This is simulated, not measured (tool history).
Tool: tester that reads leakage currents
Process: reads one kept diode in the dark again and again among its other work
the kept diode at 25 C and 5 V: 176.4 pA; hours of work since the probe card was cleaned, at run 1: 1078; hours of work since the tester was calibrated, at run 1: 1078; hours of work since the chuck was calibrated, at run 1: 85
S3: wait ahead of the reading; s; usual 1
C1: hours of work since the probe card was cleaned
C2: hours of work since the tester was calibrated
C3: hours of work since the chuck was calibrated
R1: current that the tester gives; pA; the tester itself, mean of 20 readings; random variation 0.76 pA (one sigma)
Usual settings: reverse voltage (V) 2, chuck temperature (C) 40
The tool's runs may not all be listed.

{"run": 1, "hour": 0.0, "reverse voltage (V)": 2, "chuck temperature (C)": 40, "S3": 1, "C1": 1078, "C2": 1078, "C3": 85, "R1": 357.68}
{"run": 2, "hour": 99.8, "reverse voltage (V)": 2, "chuck temperature (C)": 40, "S3": 1, "C1": 1136, "C2": 1136, "C3": 143, "R1": 357.72}
{"run": 3, "hour": 286.6, "reverse voltage (V)": 2, "chuck temperature (C)": 40, "S3": 1, "C1": 1244, "C2": 1244, "C3": 251, "R1": 357.24}
{"run": 4, "hour": 412.5, "reverse voltage (V)": 2, "chuck temperature (C)": 40, "S3": 1, "C1": 1317, "C2": 1317, "C3": 324, "R1": 356.29}
{"hour": 518.3, "done": "probe card cleaned and baked"}
{"run": 5, "hour": 533.7, "reverse voltage (V)": 2, "chuck temperature (C)": 22, "S3": 1, "C1": 9, "C2": 1385, "C3": 393, "R1": 79.62}
{"run": 6, "hour": 692.5, "reverse voltage (V)": 2, "chuck temperature (C)": 22, "S3": 1, "C1": 101, "C2": 1477, "C3": 485, "R1": 79.75}
{"run": 7, "hour": 780.4, "reverse voltage (V)": 2, "chuck temperature (C)": 22, "S3": 1, "C1": 152, "C2": 1528, "C3": 536, "R1": 79.13}
{"run": 8, "hour": 878.0, "reverse voltage (V)": 2, "chuck temperature (C)": 48, "S3": 1, "C1": 208, "C2": 1584, "C3": 592, "R1": 645.02}
{"run": 9, "hour": 986.8, "reverse voltage (V)": 2, "chuck temperature (C)": 48, "S3": 1, "C1": 271, "C2": 1647, "C3": 655, "R1": 646.14}
{"run": 10, "hour": 1166.5, "reverse voltage (V)": 2, "chuck temperature (C)": 29, "S3": 1, "C1": 375, "C2": 1751, "C3": 759, "R1": 143.93}
{"run": 11, "hour": 1344.3, "reverse voltage (V)": 2, "chuck temperature (C)": 21, "S3": 1, "C1": 478, "C2": 1854, "C3": 862, "R1": 72.73}
{"run": 12, "hour": 1487.1, "reverse voltage (V)": 2, "chuck temperature (C)": 21, "S3": 1, "C1": 561, "C2": 1937, "C3": 945, "R1": 72.75}
{"run": 13, "hour": 1626.2, "reverse voltage (V)": 1.89, "chuck temperature (C)": 28, "S3": 2.48, "C1": 641, "C2": 2018, "C3": 1025, "R1": 127.09}
{"run": 14, "hour": 1772.1, "reverse voltage (V)": 18.78, "chuck temperature (C)": 36, "S3": 4.47, "C1": 726, "C2": 2102, "C3": 1110, "R1": 965.2}
{"run": 15, "hour": 1872.8, "reverse voltage (V)": 3.12, "chuck temperature (C)": 32, "S3": 1, "C1": 784, "C2": 2160, "C3": 1168, "R1": 239.55}
{"run": 16, "hour": 2057.0, "reverse voltage (V)": 2, "chuck temperature (C)": 50, "S3": 1, "C1": 891, "C2": 2267, "C3": 1275, "R1": 742.14}
{"run": 17, "hour": 2148.5, "reverse voltage (V)": 2, "chuck temperature (C)": 50, "S3": 1, "C1": 944, "C2": 2320, "C3": 1328, "R1": 737.42}
{"run": 18, "hour": 2307.9, "reverse voltage (V)": 3.43, "chuck temperature (C)": 28, "S3": 1.35, "C1": 1036, "C2": 2412, "C3": 1420, "R1": 181.3}
{"run": 19, "hour": 2410.5, "reverse voltage (V)": 1.02, "chuck temperature (C)": 47, "S3": 0.77, "C1": 1095, "C2": 2472, "C3": 1479, "R1": 395.57}
{"run": 20, "hour": 2544.1, "reverse voltage (V)": 1.02, "chuck temperature (C)": 47, "S3": 0.77, "C1": 1173, "C2": 2549, "C3": 1557, "R1": 393.75}

Hidden state or all else? Some run-to-run changes of R1, split into what the settings, what came in and random variation would give without the hidden state, and what is left for the hidden state (with any gauge scatter that isn't in both results):
The hidden state here: stray current of the dirty probe card, pA a volt; current scale over the true one, %; true chuck temperature over the reading, C; drift of the gauge itself on leakage_pa, %.
Run 13 -> 14: reverse voltage (V) 1.89 -> 18.78, chuck temperature (C) 28 -> 36, S3 2.48 -> 4.47. R1 +838.11 pA: hidden state -0.17, all else +838.28.
Run 14 -> 15: reverse voltage (V) 18.78 -> 3.12, chuck temperature (C) 36 -> 32, S3 4.47 -> 1. R1 -725.65 pA: hidden state -0.87, all else -724.78.
Run 15 -> 16: reverse voltage (V) 3.12 -> 2, chuck temperature (C) 32 -> 50. R1 +502.59 pA: hidden state -8.23, all else +510.82.
Run 17 -> 18: reverse voltage (V) 2 -> 3.43, chuck temperature (C) 50 -> 28, S3 1 -> 1.35. R1 -556.12 pA: hidden state +9.68, all else -565.8.
